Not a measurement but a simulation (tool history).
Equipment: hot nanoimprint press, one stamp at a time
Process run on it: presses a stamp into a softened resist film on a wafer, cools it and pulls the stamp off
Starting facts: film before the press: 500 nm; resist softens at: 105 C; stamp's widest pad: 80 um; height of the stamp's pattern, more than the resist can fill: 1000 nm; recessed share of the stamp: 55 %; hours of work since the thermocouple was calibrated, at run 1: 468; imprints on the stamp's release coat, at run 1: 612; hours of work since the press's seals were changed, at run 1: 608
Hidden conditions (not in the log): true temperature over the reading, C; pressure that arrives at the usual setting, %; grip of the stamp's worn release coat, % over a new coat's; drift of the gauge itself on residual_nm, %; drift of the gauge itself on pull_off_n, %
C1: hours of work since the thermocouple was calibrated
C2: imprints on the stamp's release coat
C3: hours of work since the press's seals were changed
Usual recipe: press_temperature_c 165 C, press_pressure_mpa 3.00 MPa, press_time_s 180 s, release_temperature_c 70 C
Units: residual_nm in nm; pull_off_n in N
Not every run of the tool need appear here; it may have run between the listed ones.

{"run": 1, "hour": 0.0, "press_temperature_c": 165, "press_pressure_mpa": 3.0, "press_time_s": 180, "release_temperature_c": 70, "C1": 468, "C2": 612, "C3": 608, "residual_nm": 267.7, "pull_off_n": 272}
{"hour": 15.2, "done": "plate thermocouple calibrated"}
{"run": 2, "hour": 17.5, "press_temperature_c": 165, "press_pressure_mpa": 3.0, "press_time_s": 180, "release_temperature_c": 57, "C1": 2, "C2": 659, "C3": 619, "residual_nm": 280.0, "pull_off_n": 352}
{"run": 3, "hour": 40.0, "press_temperature_c": 165, "press_pressure_mpa": 3.0, "press_time_s": 180, "release_temperature_c": 57, "C1": 18, "C2": 732, "C3": 636, "residual_nm": 280.9, "pull_off_n": 352}
{"run": 4, "hour": 57.6, "press_temperature_c": 165, "press_pressure_mpa": 3.0, "press_time_s": 180, "release_temperature_c": 57, "C1": 31, "C2": 788, "C3": 649, "residual_nm": 280.3, "pull_off_n": 362}
{"run": 5, "hour": 74.5, "press_temperature_c": 165, "press_pressure_mpa": 3.12, "press_time_s": 180, "release_temperature_c": 70, "C1": 44, "C2": 843, "C3": 661, "residual_nm": 277.8, "pull_off_n": 287}
{"run": 6, "hour": 95.8, "press_temperature_c": 165, "press_pressure_mpa": 3.0, "press_time_s": 180, "release_temperature_c": 70, "C1": 60, "C2": 912, "C3": 677, "residual_nm": 280.5, "pull_off_n": 313}
{"run": 7, "hour": 109.7, "press_temperature_c": 165, "press_pressure_mpa": 3.0, "press_time_s": 180, "release_temperature_c": 70, "C1": 70, "C2": 957, "C3": 687, "residual_nm": 284.8, "pull_off_n": 321}
{"hour": 132.7, "done": "plate thermocouple calibrated, once more"}
{"run": 8, "hour": 133.7, "press_temperature_c": 165, "press_pressure_mpa": 3.0, "press_time_s": 295, "release_temperature_c": 70, "C1": 1, "C2": 1025, "C3": 703, "residual_nm": 207.1, "pull_off_n": 308}
{"run": 9, "hour": 152.8, "press_temperature_c": 172, "press_pressure_mpa": 3.0, "press_time_s": 193, "release_temperature_c": 70, "C1": 15, "C2": 1087, "C3": 717, "residual_nm": 159.3, "pull_off_n": 304}
{"run": 10, "hour": 170.4, "press_temperature_c": 154, "press_pressure_mpa": 3.0, "press_time_s": 180, "release_temperature_c": 56, "C1": 28, "C2": 1144, "C3": 730, "residual_nm": 420.6, "pull_off_n": 391}
{"run": 11, "hour": 191.1, "press_temperature_c": 154, "press_pressure_mpa": 3.0, "press_time_s": 180, "release_temperature_c": 56, "C1": 43, "C2": 1211, "C3": 745, "residual_nm": 417.0, "pull_off_n": 395}
{"hour": 209.2, "done": "stamp cleaned and given a new release coat"}
{"run": 12, "hour": 209.2, "press_temperature_c": 170, "press_pressure_mpa": 3.21, "press_time_s": 193, "release_temperature_c": 68, "C1": 52, "C2": 0, "C3": 754, "residual_nm": 175.4, "pull_off_n": 227}
{"run": 13, "hour": 226.1, "press_temperature_c": 155, "press_pressure_mpa": 3.21, "press_time_s": 193, "release_temperature_c": 76, "C1": 65, "C2": 54, "C3": 767, "residual_nm": 396.4, "pull_off_n": 192}
{"run": 14, "hour": 249.0, "press_temperature_c": 168, "press_pressure_mpa": 2.21, "press_time_s": 108, "release_temperature_c": 58, "C1": 82, "C2": 129, "C3": 784, "residual_nm": 289.3, "pull_off_n": 270}
{"run": 15, "hour": 263.0, "press_temperature_c": 164, "press_pressure_mpa": 3.79, "press_time_s": 104, "release_temperature_c": 68, "C1": 92, "C2": 174, "C3": 794, "residual_nm": 298.7, "pull_off_n": 236}

What if the next run were any one of these 5? Each begins from the tool's condition after run 15:
{"run": "A", "hour": 282.5, "press_temperature_c": 165, "press_pressure_mpa": 3.79, "press_time_s": 165, "release_temperature_c": 72, "C1": 107, "C2": 237, "C3": 809, "residual_nm": "?", "pull_off_n": "?"}
{"run": "B", "hour": 282.5, "press_temperature_c": 162, "press_pressure_mpa": 1.93, "press_time_s": 180, "release_temperature_c": 58, "C1": 107, "C2": 237, "C3": 809, "residual_nm": "?", "pull_off_n": "?"}
{"run": "C", "hour": 282.5, "press_temperature_c": 157, "press_pressure_mpa": 3.0, "press_time_s": 99, "release_temperature_c": 70, "C1": 107, "C2": 237, "C3": 809, "residual_nm": "?", "pull_off_n": "?"}
{"run": "D", "hour": 282.5, "press_temperature_c": 163, "press_pressure_mpa": 3.0, "press_time_s": 301, "release_temperature_c": 61, "C1": 107, "C2": 237, "C3": 809, "residual_nm": "?", "pull_off_n": "?"}
{"run": "E", "hour": 282.5, "press_temperature_c": 164, "press_pressure_mpa": 1.98, "press_time_s": 116, "release_temperature_c": 68, "C1": 107, "C2": 237, "C3": 809, "residual_nm": "?", "pull_off_n": "?"}

run=A residual_nm=242.4 pull_off_n=235
run=B residual_nm=341.7 pull_off_n=289
run=C residual_nm=421.4 pull_off_n=231
run=D residual_nm=237.9 pull_off_n=269
run=E residual_nm=349.2 pull_off_n=240
Without the tool's hidden state the same runs would have given:
run=A residual_nm=230.8 pull_off_n=213
run=B residual_nm=333.6 pull_off_n=263
run=C residual_nm=414.0 pull_off_n=210
run=D residual_nm=227.8 pull_off_n=245
run=E residual_nm=341.3 pull_off_n=218
